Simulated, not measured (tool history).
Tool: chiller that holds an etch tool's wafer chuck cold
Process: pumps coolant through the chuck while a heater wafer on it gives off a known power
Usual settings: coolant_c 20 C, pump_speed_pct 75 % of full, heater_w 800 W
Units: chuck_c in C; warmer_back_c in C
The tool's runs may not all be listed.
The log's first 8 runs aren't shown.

run	hour	coolant_c	pump_speed_pct	heater_w	hours since the coolant was changed and the channels were flushed	hours since the pump was overhauled	hours since the chiller's thermometer was calibrated	chuck_c	warmer_back_c
# hour 582.6: chiller's thermometer calibrated
9	630.2	20	75	840	1517	3299	48	26.9	3.69
10	702.2	17	75	840	1589	3371	120	24.3	3.75
11	751.0	17	75	417	1638	3420	168	20.8	1.86
12	845.2	17	75	417	1732	3514	263	20.6	1.82
13	929.5	21	75	417	1816	3598	347	24.6	1.82
14	1002.2	18	75	800	1889	3671	420	24.9	3.49
15	1053.0	18	75	1134	1940	3722	470	27.8	5.05
16	1161.5	18	75	1134	2048	3831	579	27.9	4.98
17	1210.7	21	75	726	2098	3880	628	27.4	3.24
18	1266.0	16	98	881	2153	3935	683	22.3	3.01
19	1330.7	20	75	466	2218	4000	748	24.2	2.10
# hour 1342.3: coolant pump overhauled
20	1416.3	25	96	1025	2298	74	829	32.5	3.56
21	1517.0	11	96	570	2399	175	929	15.2	1.97
22	1620.4	20	100	664	2502	278	1033	24.9	2.27
23	1730.7	11	89	405	2613	388	1143	14.2	1.52
24	1828.5	13	85	979	2710	486	1241	21.0	3.93
# hour 1876.0: coolant pump overhauled, once more
25	1907.5	19	63	482	2784	31	1315	24.0	2.47
26	1988.2	20	74	497	2865	112	1396	24.4	2.19
27	2087.4	20	74	497	2964	211	1495	24.3	2.15
28	2151.5	13	92	640	3028	275	1559	17.7	2.22
29	2226.0	21	95	800	3103	350	1633	26.8	2.69
30	2298.3	21	95	800	3175	422	1706	27.1	2.66
31	2349.1	16	95	800	3226	473	1756	22.0	2.74

4 ways to go on from here, each from the tool as it stands after run 31. What would each give?
A	2456.5	25	95	800	3333	580	1864	?	?
B	2456.5	17	94	779	3333	580	1864	?	?
C	2456.5	16	79	436	3333	580	1864	?	?
D	2456.5	20	75	800	3333	580	1864	?	?

run	chuck_c	warmer_back_c
A	31.0	2.66
B	23.0	2.67
C	20.0	1.76
D	27.0	3.42
Without the tool's hidden state the same runs would have given:
run	chuck_c	warmer_back_c
A	30.3	2.64
B	22.3	2.65
C	19.4	1.75
D	26.2	3.39
